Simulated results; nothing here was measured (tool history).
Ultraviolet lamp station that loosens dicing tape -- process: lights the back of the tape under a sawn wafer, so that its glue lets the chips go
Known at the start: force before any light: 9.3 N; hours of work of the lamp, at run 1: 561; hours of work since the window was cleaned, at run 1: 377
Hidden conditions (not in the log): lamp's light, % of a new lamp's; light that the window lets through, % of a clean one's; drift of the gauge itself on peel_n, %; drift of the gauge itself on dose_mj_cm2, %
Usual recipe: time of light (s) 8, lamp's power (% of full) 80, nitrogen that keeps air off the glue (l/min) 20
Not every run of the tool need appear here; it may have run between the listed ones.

| run | day | time of light (s) | lamp's power (% of full) | nitrogen that keeps air off the glue (l/min) | hours of work of the lamp | hours of work since the window was cleaned | force that peels the tape off (N) | light that reached the tape (J/m2) |
|---|---|---|---|---|---|---|---|---|
| 1 | 0 | 8 | 80 | 20 | 561 | 377 | 1.492 | 3740 |
| 2 | 0.896 | 8 | 80 | 20 | 574 | 390 | 1.448 | 3680 |
| 3 | 2.654 | 8 | 80 | 6 | 600 | 416 | 3.058 | 3690 |
| 4 | 3.512 | 8 | 80 | 6 | 612 | 429 | 3.066 | 3660 |
|  | 4.75 | window cleaned of glue's vapour |
| 5 | 5.35 | 8 | 80 | 6 | 639 | 9 | 2.774 | 4040 |
| 6 | 6.221 | 8 | 80 | 6 | 651 | 21 | 2.771 | 4050 |
| 7 | 7.467 | 8 | 80 | 6 | 669 | 40 | 2.758 | 3950 |
| 8 | 8.758 | 8 | 80 | 7 | 688 | 58 | 2.553 | 3900 |
| 9 | 9.679 | 8 | 80 | 7 | 702 | 72 | 2.636 | 3790 |
| 10 | 11.288 | 8 | 80 | 7 | 725 | 95 | 2.667 | 3800 |
| 11 | 12.496 | 14 | 78 | 8 | 743 | 113 | 1.092 | 6430 |
| 12 | 14.412 | 5 | 80 | 20 | 771 | 141 | 2.828 | 2330 |
| 13 | 15.404 | 4 | 80 | 25 | 785 | 155 | 3.33 | 1850 |
| 14 | 16.642 | 4 | 80 | 20 | 803 | 173 | 3.647 | 1800 |
| 15 | 18.238 | 4 | 80 | 20 | 826 | 196 | 3.761 | 1780 |
| 16 | 19.379 | 14 | 80 | 7 | 843 | 213 | 1.313 | 6360 |
| 17 | 21.279 | 11 | 92 | 26 | 871 | 241 | 0.555 | 5580 |
| 18 | 22.133 | 8 | 75 | 20 | 883 | 253 | 1.737 | 3280 |
| 19 | 23.538 | 5 | 80 | 12 | 904 | 274 | 3.897 | 2170 |
| 20 | 25.388 | 4 | 91 | 24 | 930 | 301 | 3.249 | 1930 |

Measured result minus the same run's result without the hidden state. Both carry the same run-to-run variation, though not necessarily the same gauge scatter:
| run | force that peels the tape off (N) | light that reached the tape (J/m2) |
|---|---|---|
| 1 | +0.545 | -1030 |
| 2 | +0.539 | -1060 |
| 3 | +0.855 | -1130 |
| 4 | +0.874 | -1140 |
| 5 | +0.551 | -770 |
| 6 | +0.568 | -790 |
| 7 | +0.589 | -830 |
| 8 | +0.598 | -860 |
| 9 | +0.636 | -880 |
| 10 | +0.669 | -940 |
| 11 | +0.398 | -1680 |
| 12 | +0.763 | -650 |
| 13 | +0.827 | -540 |
| 14 | +0.876 | -550 |
| 15 | +0.937 | -580 |
| 16 | +0.558 | -2100 |
| 17 | +0.24 | -1970 |
| 18 | +0.724 | -1180 |
| 19 | +1.092 | -820 |
| 20 | +1.082 | -780 |
